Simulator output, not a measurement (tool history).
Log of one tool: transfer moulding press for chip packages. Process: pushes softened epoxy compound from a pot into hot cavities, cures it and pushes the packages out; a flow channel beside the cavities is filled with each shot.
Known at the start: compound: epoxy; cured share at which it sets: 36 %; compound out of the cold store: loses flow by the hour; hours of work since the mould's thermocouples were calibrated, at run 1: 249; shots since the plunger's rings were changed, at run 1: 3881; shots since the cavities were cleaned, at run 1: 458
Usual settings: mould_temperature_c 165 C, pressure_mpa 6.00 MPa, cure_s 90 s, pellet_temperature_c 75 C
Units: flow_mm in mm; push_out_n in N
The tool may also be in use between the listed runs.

run     day  mould_temperature_c  pressure_mpa  cure_s  pellet_temperature_c  hours of work since the mould's thermocouples were calibrated  shots since the plunger's rings were changed  shots since the cavities were cleaned  incoming compound's hours out of the cold store  flow_mm  push_out_n
  1   0.000                  165          6.00      90                    75                                                            249                                          3881                                    458                                             27.6      698         438
      0.271  -- cavities cleaned with cleaning compound and waxed
  2   0.729                  165          6.00      90                    75                                                            259                                          4096                                    148                                             39.2      665         383
  3   1.283                  165          6.00      90                    75                                                            268                                          4275                                    327                                             28.0      685         417
      1.942  -- cavities cleaned with cleaning compound and waxed
  4   2.004                  165          6.00      90                    75                                                            279                                          4487                                     19                                             12.0      725         355
  5   2.429                  165          6.00      90                    75                                                            286                                          4625                                    157                                             37.4      659         393
  6   2.888                  165          6.00      90                    83                                                            293                                          4774                                    306                                             31.8      664         437
  7   3.242                  165          6.00      90                    83                                                            299                                          4887                                    419                                             28.6      673         452
      3.579  -- cavities cleaned with cleaning compound and waxed
  8   3.758                  165          6.00      90                    83                                                            306                                          5034                                     58                                             15.8      696         373
      4.000  -- plunger's sealing rings changed
  9   4.575                  165          6.00      90                    75                                                            318                                           186                                    288                                              9.2      799         439
 10   5.104                  165          6.00      90                    75                                                            326                                           357                                    459                                             38.9      723         443
      5.329  -- cavities cleaned with cleaning compound and waxed
 11   5.646                  165          6.00      90                    75                                                            334                                           512                                    103                                              8.2      802         379
 12   6.108                  165          6.00      90                    75                                                            341                                           661                                    252                                             26.8      746         399
 13   6.604                  165          6.00      90                    75                                                            349                                           821                                    412                                             10.9      772         476
      7.008  -- cavities cleaned with cleaning compound and waxed
 14   7.092                  165          6.00     130                    75                                                            356                                           958                                     26                                             17.1      766         267
 15   7.546                  165          6.00     130                    75                                                            364                                          1105                                    173                                             27.0      729         282
 16   8.208                  159          6.00      90                    84                                                            374                                          1319                                    387                                             15.4      808         702
 17   8.533                  159          6.00      90                    84                                                            380                                          1424                                    492                                             14.2      790         758
      8.662  -- cavities cleaned with cleaning compound and waxed
 18   9.071                  159          6.00      90                    84                                                            387                                          1577                                    132                                             31.1      743         560
 19   9.662                  159          4.86     101                    84                                                            397                                          1769                                    324                                             31.7      662         502
     10.321  -- cavities cleaned with cleaning compound and waxed
 20  10.475                  166          6.34     126                    75                                                            409                                          2011                                     50                                             25.9      738         285
 21  11.183                  159          6.00     127                    75                                                            420                                          2240                                    279                                             12.1      785         380
 22  11.875                  165          6.00      96                    75                                                            431                                          2463                                    502                                             18.4      732         418
     12.000  -- cavities cleaned with cleaning compound and waxed
 23  12.529                  165          6.00      96                    75                                                            441                                          2655                                    172                                              8.6      780         357
 24  13.117                  165          6.00      98                    75                                                            450                                          2844                                    361                                             44.0      666         375
 25  13.546                  168          5.05      91                    76                                                            457                                          2983                                    500                                             14.8      681         401
     13.642  -- cavities cleaned with cleaning compound and waxed
 26  14.242                  168          5.05     130                    65                                                            468                                          3187                                    194                                             34.1      626         321
 27  14.579                  168          5.50     121                    65                                                            473                                          3296                                    303                                             37.1      635         344
 28  14.967                  160          7.09      74                    72                                                            479                                          3421                                    428                                             42.5      750         922
     15.321  -- cavities cleaned with cleaning compound and waxed
 29  15.796                  160          7.09      74                    72                                                            492                                          3668                                    153                                             25.1      799         847

3 ways to go on from here, each from the tool as it stands after run 29. What would each give?
  A  16.471                  166          7.09      74                    72                                                            503                                          3887                                    372                                             22.2        ?           ?
  B  16.471                  167          6.00      90                    75                                                            503                                          3887                                    372                                             39.0        ?           ?
  C  16.471                  172          6.00      90                    73                                                            503                                          3887                                    372                                             37.4        ?           ?

run  flow_mm  push_out_n
  A      778         580
  B      648         401
  C      642         356
Without the tool's hidden state the same runs would have given:
run  flow_mm  push_out_n
  A      843         455
  B      703         306
  C      696         269
